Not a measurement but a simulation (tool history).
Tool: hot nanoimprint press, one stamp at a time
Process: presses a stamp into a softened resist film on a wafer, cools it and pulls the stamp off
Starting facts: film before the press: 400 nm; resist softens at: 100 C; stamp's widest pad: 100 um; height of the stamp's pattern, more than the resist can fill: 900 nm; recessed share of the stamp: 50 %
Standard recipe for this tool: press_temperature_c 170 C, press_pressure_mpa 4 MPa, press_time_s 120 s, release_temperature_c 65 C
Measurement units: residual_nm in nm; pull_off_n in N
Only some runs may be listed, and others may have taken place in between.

| run | hour | press_temperature_c | press_pressure_mpa | press_time_s | release_temperature_c | residual_nm | pull_off_n |
|---|---|---|---|---|---|---|---|
| 1 | 0 | 170 | 4 | 120 | 65 | 231.8 | 127 |
| 2 | 8.4 | 170 | 4 | 120 | 65 | 231.3 | 127 |
| 3 | 17.2 | 170 | 4 | 120 | 65 | 231.2 | 127 |
| 4 | 24.6 | 170 | 4 | 120 | 65 | 234.7 | 123 |
| 5 | 36 | 170 | 4 | 120 | 65 | 234.4 | 124 |
| 6 | 49 | 170 | 4 | 120 | 65 | 232.7 | 130 |
| 7 | 57.8 | 170 | 4 | 120 | 65 | 232.6 | 126 |
| 8 | 70.2 | 170 | 4 | 120 | 65 | 229.6 | 131 |
| 9 | 79.6 | 170 | 4 | 120 | 65 | 230.9 | 134 |
| 10 | 86.2 | 170 | 4 | 120 | 65 | 232.7 | 135 |
| 11 | 94.2 | 170 | 4 | 87 | 65 | 257.2 | 132 |
| 12 | 101.1 | 170 | 4 | 119 | 65 | 235.1 | 132 |
| 13 | 107.7 | 170 | 4 | 119 | 65 | 233.6 | 136 |
| 14 | 116.2 | 170 | 4 | 119 | 65 | 235.8 | 136 |
| 15 | 123.4 | 170 | 4 | 120 | 65 | 234.3 | 139 |
| 16 | 137.8 | 170 | 4 | 120 | 65 | 232.9 | 139 |
| 17 | 148.8 | 170 | 4 | 221 | 62 | 194.1 | 141 |
| 18 | 161.6 | 173 | 2.5 | 236 | 57 | 214.9 | 149 |
| 19 | 174.4 | 173 | 3.53 | 72 | 66 | 262.8 | 139 |
| 20 | 185.3 | 173 | 3.53 | 72 | 66 | 261.2 | 140 |
| 21 | 199 | 170 | 4 | 163 | 65 | 214.3 | 144 |
| 22 | 205.4 | 170 | 4 | 163 | 65 | 212.9 | 143 |
| 23 | 220.7 | 170 | 4.68 | 120 | 52 | 219.6 | 165 |
| 24 | 232.4 | 170 | 4 | 120 | 62 | 233.2 | 149 |
| 25 | 241 | 170 | 4 | 120 | 62 | 236.8 | 151 |
| 26 | 252.3 | 170 | 4 | 76 | 65 | 267.6 | 148 |
| 27 | 267 | 170 | 4 | 76 | 65 | 265 | 148 |
| 28 | 282 | 181 | 4.26 | 76 | 65 | 190.6 | 154 |
| 29 | 296.9 | 181 | 4.26 | 76 | 65 | 190.3 | 152 |
| 30 | 310.5 | 181 | 4.26 | 164 | 65 | 145.9 | 148 |
| 31 | 317.4 | 176 | 5.83 | 164 | 65 | 145.5 | 155 |

What if the next run were any one of these 3? Each begins from the tool's condition after run 31:
| A | 325.9 | 170 | 5.32 | 120 | 58 | ? | ? |
| B | 325.9 | 169 | 2.98 | 146 | 65 | ? | ? |
| C | 325.9 | 181 | 5.83 | 188 | 65 | ? | ? |

| run | residual_nm | pull_off_n |
|---|---|---|
| A | 209.2 | 159 |
| B | 257.7 | 150 |
| C | 116.3 | 151 |
Had the tool no hidden state, the same runs would have come out as:
| run | residual_nm | pull_off_n |
|---|---|---|
| A | 201.2 | 123 |
| B | 250.7 | 116 |
| C | 111.4 | 116 |
